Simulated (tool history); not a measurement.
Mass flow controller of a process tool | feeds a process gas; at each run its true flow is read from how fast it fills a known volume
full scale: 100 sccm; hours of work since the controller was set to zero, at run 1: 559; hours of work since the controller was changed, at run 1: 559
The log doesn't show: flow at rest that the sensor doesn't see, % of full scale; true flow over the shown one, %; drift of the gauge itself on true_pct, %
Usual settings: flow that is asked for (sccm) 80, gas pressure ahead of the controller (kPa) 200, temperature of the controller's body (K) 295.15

run,hour,flow that is asked for (sccm),gas pressure ahead of the controller (kPa),temperature of the controller's body (K),hours of work since the controller was set to zero,hours of work since the controller was changed,true flow (%)
1,0,80,200,295.15,559,559,99.79
2,78.4,80,200,295.15,590,590,99.68
3,178,80,200,295.15,630,630,99.7
4,245.9,80,200,295.15,658,658,99.75
5,339.8,80,200,295.15,696,696,99.74
6,417.9,80,200,295.15,727,727,99.71
7,506.8,80,200,295.15,763,763,99.61
8,575.2,80,200,295.15,791,791,99.65
9,634.3,80,216,295.15,814,814,99.73
10,689.5,48,271,296.15,837,837,99.74
11,752.3,48,271,296.15,862,862,99.87
12,809.2,80,140,295.15,885,885,99.24
13,899.5,80,140,295.15,921,921,99.25
14,947.8,36,191,298.15,941,941,99.41
15,998.4,21,155,311.15,961,961,99.75
16,1098.3,42,155,311.15,1002,1002,99.88
17,1167,42,144,306.15,1029,1029,99.67
18,1253.4,35,185,295.15,1064,1064,99.15

3 ways to go on from here, each from the tool as it stands after run 18. What would each give?
A,1312,35,234,299.15,1088,1088,?
B,1312,12,259,299.15,1088,1088,?
C,1312,80,172,294.15,1088,1088,?

run,true flow (%)
A,99.49
B,99.42
C,99.3
Without the tool's hidden state the same runs would have given:
run,true flow (%)
A,99.81
B,99.75
C,99.62
